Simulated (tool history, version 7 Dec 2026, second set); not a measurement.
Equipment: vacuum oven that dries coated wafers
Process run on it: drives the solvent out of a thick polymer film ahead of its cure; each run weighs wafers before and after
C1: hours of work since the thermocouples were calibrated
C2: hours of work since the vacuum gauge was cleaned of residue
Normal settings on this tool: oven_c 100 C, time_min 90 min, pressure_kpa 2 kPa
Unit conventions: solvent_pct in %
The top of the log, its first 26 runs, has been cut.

run 27 day=20.204 | oven_c=99 time_min=123 pressure_kpa=6.42 | C1=39 C2=439 | solvent_pct=4.29
run 28 day=20.671 | oven_c=98 time_min=123 pressure_kpa=3.51 | C1=45 C2=445 | solvent_pct=4.12
run 29 day=21.362 | oven_c=98 time_min=50 pressure_kpa=1.12 | C1=54 C2=454 | solvent_pct=8.91
run 30 day=21.804 | oven_c=98 time_min=50 pressure_kpa=1.12 | C1=59 C2=459 | solvent_pct=8.9
run 31 day=22.346 | oven_c=90 time_min=53 pressure_kpa=6.29 | C1=66 C2=466 | solvent_pct=12.58
run 32 day=22.954 | oven_c=90 time_min=53 pressure_kpa=6.29 | C1=74 C2=474 | solvent_pct=12.61
run 33 day=23.538 | oven_c=90 time_min=53 pressure_kpa=6.29 | C1=81 C2=481 | solvent_pct=12.57
run 34 day=24.25 | oven_c=90 time_min=53 pressure_kpa=6.29 | C1=90 C2=490 | solvent_pct=12.63
run 35 day=25.271 | oven_c=94 time_min=90 pressure_kpa=1.16 | C1=103 C2=503 | solvent_pct=7.16
run 36 day=25.779 | oven_c=94 time_min=77 pressure_kpa=1.51 | C1=109 C2=509 | solvent_pct=8.12
run 37 day=26.267 | oven_c=100 time_min=104 pressure_kpa=1.5 | C1=116 C2=516 | solvent_pct=3.69
run 38 day=27.167 | oven_c=100 time_min=104 pressure_kpa=2.34 | C1=127 C2=527 | solvent_pct=3.87
run 39 day=27.621 | oven_c=104 time_min=90 pressure_kpa=2.12 | C1=133 C2=533 | solvent_pct=3.08
run 40 day=28.6 | oven_c=100 time_min=106 pressure_kpa=3.77 | C1=145 C2=545 | solvent_pct=4.03
run 41 day=29.6 | oven_c=100 time_min=90 pressure_kpa=1.79 | C1=158 C2=558 | solvent_pct=4.55
run 42 day=30.162 | oven_c=98 time_min=45 pressure_kpa=3.64 | C1=165 C2=565 | solvent_pct=9.81
run 43 day=30.975 | oven_c=110 time_min=90 pressure_kpa=2 | C1=175 C2=575 | solvent_pct=1.35
run 44 day=31.854 | oven_c=110 time_min=90 pressure_kpa=2 | C1=186 C2=586 | solvent_pct=1.37
run 45 day=32.342 | oven_c=110 time_min=90 pressure_kpa=2 | C1=192 C2=592 | solvent_pct=1.36
run 46 day=32.771 | oven_c=103 time_min=112 pressure_kpa=3.53 | C1=198 C2=598 | solvent_pct=2.66

What if the next run were any one of these 3? Each begins from the tool's condition after run 46:
run A day=33.658 | oven_c=100 time_min=90 pressure_kpa=1.11 | C1=209 C2=609 | solvent_pct=?
run B day=33.658 | oven_c=92 time_min=70 pressure_kpa=3.57 | C1=209 C2=609 | solvent_pct=?
run C day=33.658 | oven_c=95 time_min=68 pressure_kpa=1.04 | C1=209 C2=609 | solvent_pct=?

run=A solvent_pct=4.38
run=B solvent_pct=9.94
run=C solvent_pct=8.33
Take away the tool's hidden state, keep each run's random variation, and the runs would have read:
run=A solvent_pct=4.65
run=B solvent_pct=10.21
run=C solvent_pct=8.61

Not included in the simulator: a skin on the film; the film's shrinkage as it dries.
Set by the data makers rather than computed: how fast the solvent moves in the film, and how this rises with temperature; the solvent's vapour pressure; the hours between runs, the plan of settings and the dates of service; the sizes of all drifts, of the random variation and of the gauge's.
